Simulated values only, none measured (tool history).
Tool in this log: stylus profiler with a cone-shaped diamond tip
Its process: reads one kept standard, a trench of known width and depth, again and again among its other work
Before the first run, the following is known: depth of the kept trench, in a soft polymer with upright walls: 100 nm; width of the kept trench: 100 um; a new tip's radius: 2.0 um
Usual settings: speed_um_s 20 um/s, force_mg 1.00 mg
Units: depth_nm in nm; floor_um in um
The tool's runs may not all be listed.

Run 1, hour 0.0: usual settings. Result: depth_nm 100.89 nm, floor_um 98.69 um.
Run 2, hour 57.0: usual settings but force_mg 0.89 mg. Result: depth_nm 100.81 nm, floor_um 98.69 um.
Run 3, hour 85.6: usual settings but force_mg 0.89 mg. Result: depth_nm 100.82 nm, floor_um 98.70 um.
Run 4, hour 116.2: usual settings but force_mg 0.89 mg. Result: depth_nm 100.83 nm, floor_um 98.69 um.
Run 5, hour 161.6: usual settings but force_mg 0.89 mg. Result: depth_nm 100.80 nm, floor_um 98.60 um.
Run 6, hour 226.1: usual settings but speed_um_s 22 um/s. Result: depth_nm 100.89 nm, floor_um 98.64 um.
Run 7, hour 276.1: usual settings but speed_um_s 22 um/s. Result: depth_nm 100.86 nm, floor_um 98.69 um.
Run 8, hour 307.6: usual settings but speed_um_s 22 um/s, force_mg 1.36 mg. Result: depth_nm 101.08 nm, floor_um 98.68 um.
Run 9, hour 369.0: usual settings but speed_um_s 22 um/s, force_mg 1.36 mg. Result: depth_nm 101.10 nm, floor_um 98.68 um.
Run 10, hour 402.8: usual settings but speed_um_s 22 um/s, force_mg 1.36 mg. Result: depth_nm 101.08 nm, floor_um 98.67 um.
Run 11, hour 469.0: usual settings but speed_um_s 22 um/s, force_mg 1.36 mg. Result: depth_nm 101.07 nm, floor_um 98.63 um.
Run 12, hour 512.1: usual settings but speed_um_s 22 um/s, force_mg 1.36 mg. Result: depth_nm 101.08 nm, floor_um 98.70 um.
Run 13, hour 572.2: usual settings but speed_um_s 22 um/s, force_mg 1.36 mg. Result: depth_nm 101.10 nm, floor_um 98.67 um.
Run 14, hour 607.5: usual settings but speed_um_s 22 um/s, force_mg 1.36 mg. Result: depth_nm 101.11 nm, floor_um 98.66 um.
Run 15, hour 635.1: usual settings but speed_um_s 52 um/s, force_mg 1.36 mg. Result: depth_nm 101.09 nm, floor_um 98.55 um.
Run 16, hour 682.4: usual settings but force_mg 1.03 mg. Result: depth_nm 100.91 nm, floor_um 98.62 um.
Run 17, hour 721.6: usual settings but force_mg 1.03 mg. Result: depth_nm 100.89 nm, floor_um 98.67 um.
Run 18, hour 770.6: usual settings but force_mg 1.03 mg. Result: depth_nm 100.93 nm, floor_um 98.69 um.
Run 19, hour 808.5: usual settings but force_mg 1.03 mg. Result: depth_nm 100.93 nm, floor_um 98.67 um.
Run 20, hour 856.5: usual settings but force_mg 0.93 mg. Result: depth_nm 100.84 nm, floor_um 98.73 um.
Run 21, hour 889.4: usual settings but force_mg 0.93 mg. Result: depth_nm 100.86 nm, floor_um 98.70 um.
Run 22, hour 936.8: usual settings but force_mg 0.93 mg. Result: depth_nm 100.87 nm, floor_um 98.70 um.
Run 23, hour 989.9: usual settings but force_mg 0.93 mg. Result: depth_nm 100.88 nm, floor_um 98.62 um.
Run 24, hour 1040.8: usual settings but force_mg 0.50 mg. Result: depth_nm 100.57 nm, floor_um 98.68 um.
Run 25, hour 1082.4: usual settings but speed_um_s 11 um/s, force_mg 2.49 mg. Result: depth_nm 101.65 nm, floor_um 98.77 um.
Run 26, hour 1127.4: usual settings but speed_um_s 17 um/s, force_mg 1.03 mg. Result: depth_nm 100.90 nm, floor_um 98.66 um.
Run 27, hour 1165.4: usual settings but speed_um_s 17 um/s, force_mg 1.03 mg. Result: depth_nm 100.91 nm, floor_um 98.70 um.
Run 28, hour 1229.9: usual settings but speed_um_s 6 um/s, force_mg 0.41 mg. Result: depth_nm 100.47 nm, floor_um 98.72 um.
Run 29, hour 1295.6: usual settings but speed_um_s 7 um/s, force_mg 0.57 mg. Result: depth_nm 100.62 nm, floor_um 98.73 um.
Run 30, hour 1341.7: usual settings but speed_um_s 7 um/s, force_mg 0.60 mg. Result: depth_nm 100.62 nm, floor_um 98.73 um.
Run 31, hour 1383.9: usual settings but speed_um_s 7 um/s, force_mg 0.60 mg. Result: depth_nm 100.60 nm, floor_um 98.77 um.
Run 32, hour 1443.9: usual settings but speed_um_s 7 um/s, force_mg 0.60 mg. Result: depth_nm 100.62 nm, floor_um 98.78 um.
Run 33, hour 1486.7: usual settings but speed_um_s 10 um/s, force_mg 0.42 mg. Result: depth_nm 100.50 nm, floor_um 98.73 um.
Run 34, hour 1531.4: usual settings but speed_um_s 32 um/s, force_mg 1.11 mg. Result: depth_nm 100.97 nm, floor_um 98.68 um.
Run 35, hour 1575.0: usual settings but force_mg 0.76 mg. Result: depth_nm 100.76 nm, floor_um 98.66 um.
Run 36, hour 1642.1: usual settings but speed_um_s 41 um/s. Result: depth_nm 100.88 nm, floor_um 98.63 um.
Run 37, hour 1698.2: usual settings but speed_um_s 42 um/s, force_mg 2.15 mg. Result: depth_nm 101.49 nm, floor_um 98.62 um.
Run 38, hour 1737.6: usual settings but speed_um_s 61 um/s, force_mg 1.89 mg. Result: depth_nm 101.40 nm, floor_um 98.63 um.
Run 39, hour 1796.2: usual settings but speed_um_s 65 um/s, force_mg 0.34 mg. Result: depth_nm 100.43 nm, floor_um 98.41 um.
Run 40, hour 1842.3: usual settings but speed_um_s 65 um/s, force_mg 0.34 mg. Result: depth_nm 100.42 nm, floor_um 98.42 um.
Run 41, hour 1884.7: usual settings but speed_um_s 9 um/s, force_mg 0.41 mg. Result: depth_nm 100.49 nm, floor_um 98.68 um.
Run 42, hour 1949.2: usual settings but speed_um_s 79 um/s, force_mg 1.30 mg. Result: depth_nm 101.07 nm, floor_um 98.53 um.
Run 43, hour 1996.4: usual settings but speed_um_s 22 um/s, force_mg 1.54 mg. Result: depth_nm 101.19 nm, floor_um 98.61 um.
Run 44, hour 2024.3: usual settings but speed_um_s 12 um/s, force_mg 1.52 mg. Result: depth_nm 101.18 nm, floor_um 98.69 um.
Run 45, hour 2053.5: usual settings but force_mg 2.77 mg. Result: depth_nm 101.75 nm, floor_um 98.72 um.
Run 46, hour 2112.3: usual settings but speed_um_s 45 um/s, force_mg 0.75 mg. Result: depth_nm 100.75 nm, floor_um 98.59 um.

Removed from this log: 1 entry logged between the listed runs. Between which two listed runs does each belong, and how does the tool's hidden state at the listed run before it compare with that at the listed run after it?
Runs 17 to 18: new tip fitted, height scale calibrated (hour 730.6)
  radius of the tip, um: 2.04 -> 2; height scale over the true one, %: -0.003 -> 0

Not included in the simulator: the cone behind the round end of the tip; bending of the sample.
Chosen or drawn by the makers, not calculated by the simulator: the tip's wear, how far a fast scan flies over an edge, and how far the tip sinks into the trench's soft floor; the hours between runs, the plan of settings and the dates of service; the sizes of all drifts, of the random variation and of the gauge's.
